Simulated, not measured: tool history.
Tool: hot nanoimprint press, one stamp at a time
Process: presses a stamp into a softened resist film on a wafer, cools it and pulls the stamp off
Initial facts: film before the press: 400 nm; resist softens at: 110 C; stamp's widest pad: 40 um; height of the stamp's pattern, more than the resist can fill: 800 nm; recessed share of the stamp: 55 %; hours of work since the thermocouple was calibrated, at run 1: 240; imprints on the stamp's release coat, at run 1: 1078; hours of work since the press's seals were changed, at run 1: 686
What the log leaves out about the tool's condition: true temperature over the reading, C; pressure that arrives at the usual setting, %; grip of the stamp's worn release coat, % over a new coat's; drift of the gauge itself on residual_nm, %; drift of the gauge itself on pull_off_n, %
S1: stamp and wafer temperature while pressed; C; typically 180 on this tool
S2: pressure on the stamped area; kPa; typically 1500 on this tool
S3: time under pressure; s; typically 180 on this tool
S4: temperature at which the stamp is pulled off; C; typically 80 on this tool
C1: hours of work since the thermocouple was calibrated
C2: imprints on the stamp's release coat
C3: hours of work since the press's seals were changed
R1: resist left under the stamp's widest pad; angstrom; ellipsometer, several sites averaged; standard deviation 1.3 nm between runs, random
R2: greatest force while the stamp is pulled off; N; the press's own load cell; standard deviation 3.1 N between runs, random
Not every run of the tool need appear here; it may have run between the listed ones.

run 1 day=0.000 | S1=180 S2=1500 S3=180 S4=80 | C1=240 C2=1078 C3=686 | R1=1871 R2=191
run 2 day=1.288 | S1=180 S2=1500 S3=180 S4=80 | C1=257 C2=1151 C3=702 | R1=1881 R2=198
run 3 day=2.071 | S1=180 S2=1500 S3=180 S4=67 | C1=267 C2=1196 C3=712 | R1=1869 R2=247
run 4 day=3.392 | S1=180 S2=1500 S3=180 S4=67 | C1=283 C2=1271 C3=729 | R1=1868 R2=251
run 5 day=4.379 | S1=180 S2=1500 S3=180 S4=67 | C1=296 C2=1327 C3=741 | R1=1867 R2=260
-- day=5.562 press's hydraulic seals changed and the load cell set to zero
run 6 day=5.950 | S1=180 S2=1500 S3=180 S4=84 | C1=312 C2=1397 C3=5 | R1=1849 R2=184
run 7 day=6.821 | S1=180 S2=1500 S3=204 S4=84 | C1=323 C2=1447 C3=16 | R1=1738 R2=185
run 8 day=7.896 | S1=180 S2=1500 S3=180 S4=78 | C1=336 C2=1508 C3=30 | R1=1812 R2=221
run 9 day=9.600 | S1=180 S2=1500 S3=209 S4=80 | C1=358 C2=1605 C3=51 | R1=1724 R2=210
run 10 day=10.733 | S1=178 S2=1500 S3=180 S4=80 | C1=372 C2=1670 C3=66 | R1=2002 R2=218
-- day=12.046 stamp cleaned and given a new release coat
-- day=12.733 plate thermocouple calibrated
run 11 day=12.779 | S1=178 S2=1500 S3=180 S4=80 | C1=1 C2=35 C3=87 | R1=1963 R2=144
run 12 day=14.371 | S1=178 S2=1500 S3=180 S4=80 | C1=21 C2=125 C3=107 | R1=1972 R2=145
run 13 day=15.221 | S1=180 S2=1500 S3=180 S4=80 | C1=32 C2=174 C3=118 | R1=1805 R2=152
-- day=16.146 plate thermocouple calibrated, once more
run 14 day=16.146 | S1=180 S2=1500 S3=180 S4=80 | C1=0 C2=219 C3=128 | R1=1930 R2=158
run 15 day=17.342 | S1=180 S2=1500 S3=180 S4=80 | C1=15 C2=287 C3=143 | R1=1905 R2=161
run 16 day=18.579 | S1=180 S2=1580 S3=204 S4=67 | C1=31 C2=358 C3=159 | R1=1803 R2=206
run 17 day=19.633 | S1=189 S2=970 S3=321 S4=80 | C1=44 C2=418 C3=172 | R1=1250 R2=163
run 18 day=20.642 | S1=191 S2=1500 S3=180 S4=80 | C1=57 C2=475 C3=185 | R1=1194 R2=164
run 19 day=22.354 | S1=182 S2=1500 S3=174 S4=80 | C1=79 C2=572 C3=207 | R1=1782 R2=170
run 20 day=23.183 | S1=182 S2=950 S3=174 S4=76 | C1=89 C2=620 C3=217 | R1=2135 R2=188
run 21 day=24.088 | S1=182 S2=950 S3=174 S4=76 | C1=101 C2=671 C3=229 | R1=2126 R2=192
run 22 day=25.246 | S1=182 S2=950 S3=174 S4=76 | C1=116 C2=737 C3=244 | R1=2113 R2=191
run 23 day=26.096 | S1=192 S2=1600 S3=93 S4=68 | C1=126 C2=785 C3=254 | R1=1480 R2=224
run 24 day=27.354 | S1=175 S2=2050 S3=185 S4=81 | C1=142 C2=857 C3=270 | R1=2020 R2=178
run 25 day=28.146 | S1=175 S2=1180 S3=185 S4=81 | C1=152 C2=902 C3=280 | R1=2457 R2=178
run 26 day=29.404 | S1=175 S2=1180 S3=185 S4=81 | C1=168 C2=973 C3=296 | R1=2476 R2=182
run 27 day=30.554 | S1=190 S2=1260 S3=348 S4=74 | C1=183 C2=1039 C3=311 | R1=1005 R2=213
run 28 day=32.083 | S1=182 S2=1260 S3=348 S4=74 | C1=202 C2=1126 C3=330 | R1=1411 R2=215
run 29 day=33.358 | S1=182 S2=1650 S3=293 S4=74 | C1=218 C2=1198 C3=346 | R1=1334 R2=219

Predict each of these 4 candidate next runs independently; none follows another, all start after run 29:
run A day=34.150 | S1=174 S2=1500 S3=180 S4=80 | C1=229 C2=1244 C3=357 | R1=? R2=?
run B day=34.150 | S1=182 S2=1490 S3=293 S4=74 | C1=229 C2=1244 C3=357 | R1=? R2=?
run C day=34.150 | S1=186 S2=1650 S3=293 S4=74 | C1=229 C2=1244 C3=357 | R1=? R2=?
run D day=34.150 | S1=182 S2=1060 S3=210 S4=74 | C1=229 C2=1244 C3=357 | R1=? R2=?

run=A R1=2377 R2=190
run=B R1=1407 R2=215
run=C R1=1126 R2=223
run=D R1=1874 R2=221
Without the tool's hidden state the same runs would have given:
run=A R1=2441 R2=143
run=B R1=1449 R2=162
run=C R1=1158 R2=168
run=D R1=1930 R2=167

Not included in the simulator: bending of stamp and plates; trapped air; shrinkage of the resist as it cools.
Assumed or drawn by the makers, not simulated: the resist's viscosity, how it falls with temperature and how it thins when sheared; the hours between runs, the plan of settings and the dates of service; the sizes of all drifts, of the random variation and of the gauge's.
